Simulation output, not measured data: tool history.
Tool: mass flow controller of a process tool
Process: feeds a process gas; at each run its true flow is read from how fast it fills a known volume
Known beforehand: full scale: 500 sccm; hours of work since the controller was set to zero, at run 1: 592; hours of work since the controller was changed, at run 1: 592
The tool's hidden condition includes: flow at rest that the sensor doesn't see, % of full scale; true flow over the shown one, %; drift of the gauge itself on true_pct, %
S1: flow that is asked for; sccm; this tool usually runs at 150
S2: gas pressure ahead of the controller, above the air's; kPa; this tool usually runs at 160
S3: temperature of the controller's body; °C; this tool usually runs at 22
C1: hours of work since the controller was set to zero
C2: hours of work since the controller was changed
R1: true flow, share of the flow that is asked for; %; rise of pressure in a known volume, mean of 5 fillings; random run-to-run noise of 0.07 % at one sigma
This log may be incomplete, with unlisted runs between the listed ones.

run 1 hour=0.0 | S1=150 S2=160 S3=22 | C1=592 C2=592 | R1=98.99
run 2 hour=105.0 | S1=150 S2=160 S3=22 | C1=651 C2=651 | R1=99.05
run 3 hour=158.4 | S1=150 S2=160 S3=22 | C1=682 C2=682 | R1=99.01
run 4 hour=278.1 | S1=150 S2=160 S3=22 | C1=750 C2=750 | R1=98.94
run 5 hour=388.0 | S1=150 S2=160 S3=22 | C1=813 C2=813 | R1=99.02
run 6 hour=467.7 | S1=150 S2=160 S3=22 | C1=858 C2=858 | R1=99.18
run 7 hour=538.5 | S1=150 S2=160 S3=22 | C1=898 C2=898 | R1=99.23
run 8 hour=587.3 | S1=163 S2=160 S3=22 | C1=926 C2=926 | R1=99.18
run 9 hour=664.6 | S1=150 S2=160 S3=22 | C1=970 C2=970 | R1=99.11
run 10 hour=735.8 | S1=150 S2=160 S3=22 | C1=1011 C2=1011 | R1=99.19
run 11 hour=786.3 | S1=150 S2=160 S3=22 | C1=1040 C2=1040 | R1=99.22
run 12 hour=878.0 | S1=150 S2=160 S3=24 | C1=1092 C2=1092 | R1=99.10
run 13 hour=947.8 | S1=150 S2=160 S3=22 | C1=1132 C2=1132 | R1=99.19
run 14 hour=1053.5 | S1=150 S2=160 S3=22 | C1=1192 C2=1192 | R1=99.25
run 15 hour=1155.0 | S1=150 S2=160 S3=22 | C1=1250 C2=1250 | R1=99.37
run 16 hour=1230.5 | S1=150 S2=160 S3=22 | C1=1293 C2=1293 | R1=99.28
run 17 hour=1290.3 | S1=278 S2=160 S3=22 | C1=1327 C2=1327 | R1=99.46
run 18 hour=1411.1 | S1=278 S2=160 S3=22 | C1=1396 C2=1396 | R1=99.53
run 19 hour=1531.7 | S1=278 S2=160 S3=22 | C1=1464 C2=1464 | R1=99.50
run 20 hour=1631.8 | S1=278 S2=160 S3=22 | C1=1521 C2=1521 | R1=99.50
run 21 hour=1719.9 | S1=278 S2=160 S3=22 | C1=1572 C2=1572 | R1=99.54
-- hour=1727.2 controller's zero set anew
run 22 hour=1789.6 | S1=278 S2=160 S3=22 | C1=36 C2=1611 | R1=99.79
run 23 hour=1847.8 | S1=278 S2=160 S3=22 | C1=69 C2=1644 | R1=99.69
run 24 hour=1922.1 | S1=278 S2=160 S3=22 | C1=111 C2=1687 | R1=99.81
run 25 hour=1982.1 | S1=278 S2=160 S3=22 | C1=145 C2=1721 | R1=99.79
run 26 hour=2086.4 | S1=90 S2=160 S3=26 | C1=205 C2=1780 | R1=99.93
run 27 hour=2196.2 | S1=90 S2=160 S3=26 | C1=267 C2=1843 | R1=100.05
run 28 hour=2311.0 | S1=152 S2=274 S3=25 | C1=333 C2=1908 | R1=100.16
run 29 hour=2363.1 | S1=152 S2=274 S3=25 | C1=362 C2=1938 | R1=100.10
run 30 hour=2431.2 | S1=385 S2=216 S3=31 | C1=401 C2=1977 | R1=99.70
-- hour=2448.1 controller's zero set anew, once more
run 31 hour=2486.3 | S1=385 S2=216 S3=31 | C1=22 C2=2008 | R1=99.46
run 32 hour=2535.9 | S1=385 S2=216 S3=31 | C1=50 C2=2036 | R1=99.49
run 33 hour=2586.9 | S1=385 S2=216 S3=31 | C1=79 C2=2065 | R1=99.41
run 34 hour=2691.2 | S1=136 S2=203 S3=33 | C1=139 C2=2124 | R1=98.28
run 35 hour=2789.8 | S1=136 S2=230 S3=39 | C1=195 C2=2181 | R1=98.24
run 36 hour=2844.2 | S1=136 S2=230 S3=39 | C1=226 C2=2212 | R1=98.26
run 37 hour=2946.8 | S1=150 S2=274 S3=34 | C1=284 C2=2270 | R1=98.58
run 38 hour=3023.0 | S1=150 S2=274 S3=34 | C1=328 C2=2313 | R1=98.83
run 39 hour=3122.1 | S1=150 S2=160 S3=22 | C1=384 C2=2370 | R1=99.26
run 40 hour=3193.9 | S1=297 S2=151 S3=22 | C1=425 C2=2411 | R1=99.51
run 41 hour=3258.5 | S1=297 S2=151 S3=22 | C1=462 C2=2448 | R1=99.66
run 42 hour=3363.2 | S1=201 S2=202 S3=33 | C1=521 C2=2507 | R1=98.81
run 43 hour=3438.8 | S1=207 S2=160 S3=26 | C1=564 C2=2550 | R1=99.06
run 44 hour=3558.0 | S1=150 S2=213 S3=26 | C1=632 C2=2618 | R1=99.10
run 45 hour=3651.4 | S1=95 S2=160 S3=22 | C1=686 C2=2672 | R1=99.28
run 46 hour=3728.1 | S1=150 S2=279 S3=33 | C1=729 C2=2715 | R1=98.95
run 47 hour=3778.2 | S1=247 S2=183 S3=24 | C1=758 C2=2744 | R1=99.50
run 48 hour=3871.0 | S1=150 S2=160 S3=34 | C1=811 C2=2797 | R1=98.61

Below, some changes in R1 between adjacent runs. For each, the amount present without the hidden state too (settings, incoming material, random variation) and the amount remaining for the hidden state with gauge scatter not shared by both compared results:
Run 25 -> 26: S1 278 -> 90, S3 22 -> 26. R1 +0.14 %: hidden state +1.05, all else -0.91.
Run 27 -> 28: S1 90 -> 152, S2 160 -> 274, S3 26 -> 25. R1 +0.11 %: hidden state -0.62, all else +0.73.
Run 29 -> 30: S1 152 -> 385, S2 274 -> 216, S3 25 -> 31. R1 -0.40 %: hidden state -0.57, all else +0.17.
Run 33 -> 34: S1 385 -> 136, S2 216 -> 203, S3 31 -> 33. R1 -1.13 %: hidden state +0.07, all else -1.20.
Run 41 -> 42: S1 297 -> 201, S2 151 -> 202, S3 22 -> 33. R1 -0.85 %: hidden state +0.07, all else -0.92.
Run 47 -> 48: S1 247 -> 150, S2 183 -> 160, S3 24 -> 34. R1 -0.89 %: hidden state +0.14, all else -1.03.
